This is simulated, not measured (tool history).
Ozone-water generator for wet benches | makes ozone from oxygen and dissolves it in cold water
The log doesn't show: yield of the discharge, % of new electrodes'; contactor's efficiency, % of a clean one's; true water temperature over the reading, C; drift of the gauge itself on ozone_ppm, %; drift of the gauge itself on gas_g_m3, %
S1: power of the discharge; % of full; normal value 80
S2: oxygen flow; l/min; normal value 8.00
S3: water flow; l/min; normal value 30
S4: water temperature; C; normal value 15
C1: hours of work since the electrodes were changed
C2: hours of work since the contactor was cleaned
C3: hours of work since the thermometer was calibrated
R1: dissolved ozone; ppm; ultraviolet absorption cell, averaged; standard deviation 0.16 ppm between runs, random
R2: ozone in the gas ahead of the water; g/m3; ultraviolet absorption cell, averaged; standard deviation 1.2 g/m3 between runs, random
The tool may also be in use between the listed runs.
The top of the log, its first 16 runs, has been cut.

| run | hour | S1 | S2 | S3 | S4 | C1 | C2 | C3 | R1 | R2 |
|---|---|---|---|---|---|---|---|---|---|---|
| 17 | 743.2 | 44 | 8.00 | 30 | 15 | 885 | 1156 | 2511 | 11.7 | 131.9 |
| 18 | 775.7 | 44 | 8.00 | 30 | 15 | 917 | 1188 | 2544 | 12.0 | 132.6 |
| 19 | 835.8 | 44 | 8.00 | 30 | 15 | 977 | 1248 | 2603 | 11.7 | 132.3 |
| 20 | 864.0 | 44 | 8.00 | 30 | 15 | 1005 | 1276 | 2632 | 11.7 | 132.2 |
| 21 | 925.1 | 44 | 8.00 | 30 | 15 | 1066 | 1337 | 2693 | 11.9 | 131.8 |
| 22 | 976.1 | 44 | 8.00 | 30 | 8 | 1117 | 1388 | 2743 | 12.9 | 131.5 |
| 23 | 1020.5 | 56 | 13.76 | 36 | 8 | 1161 | 1433 | 2788 | 14.6 | 127.9 |
| 24 | 1065.4 | 56 | 14.32 | 48 | 8 | 1206 | 1477 | 2832 | 10.8 | 124.9 |
| 25 | 1119.4 | 56 | 14.32 | 47 | 8 | 1260 | 1531 | 2886 | 10.9 | 126.8 |
| 26 | 1161.4 | 56 | 14.32 | 32 | 8 | 1302 | 1573 | 2928 | 15.8 | 125.3 |
| 27 | 1228.2 | 80 | 4.14 | 20 | 11 | 1368 | 1640 | 2995 | 25.6 | 273.5 |
| 28 | 1261.9 | 71 | 6.72 | 31 | 10 | 1402 | 1673 | 3028 | 17.1 | 206.8 |
| 29 | 1293.7 | 45 | 8.00 | 30 | 15 | 1434 | 1705 | 3060 | 11.8 | 134.5 |
| 30 | 1326.6 | 64 | 7.45 | 29 | 8 | 1467 | 1738 | 3093 | 17.7 | 182.0 |
| 31 | 1390.6 | 64 | 10.58 | 42 | 8 | 1530 | 1801 | 3157 | 12.8 | 155.8 |
| 32 | 1441.3 | 64 | 10.58 | 42 | 8 | 1581 | 1852 | 3207 | 12.7 | 157.1 |
| 33 | 1470.9 | 56 | 8.00 | 24 | 15 | 1610 | 1881 | 3237 | 17.3 | 159.2 |

Alternative continuations, all from the tool just after run 33; predict every row:
| A | 1516.0 | 79 | 8.00 | 42 | 15 | 1655 | 1926 | 3282 | ? | ? |
| B | 1516.0 | 56 | 4.62 | 24 | 15 | 1655 | 1926 | 3282 | ? | ? |
| C | 1516.0 | 56 | 8.00 | 39 | 15 | 1655 | 1926 | 3282 | ? | ? |

| run | R1 | R2 |
|---|---|---|
| A | 13.0 | 208.9 |
| B | 15.6 | 197.2 |
| C | 10.9 | 156.9 |
With the hidden condition removed and each run's random variation left untouched, the same runs would have given:
| run | R1 | R2 |
|---|---|---|
| A | 14.1 | 220.4 |
| B | 16.7 | 205.3 |
| C | 11.7 | 163.4 |

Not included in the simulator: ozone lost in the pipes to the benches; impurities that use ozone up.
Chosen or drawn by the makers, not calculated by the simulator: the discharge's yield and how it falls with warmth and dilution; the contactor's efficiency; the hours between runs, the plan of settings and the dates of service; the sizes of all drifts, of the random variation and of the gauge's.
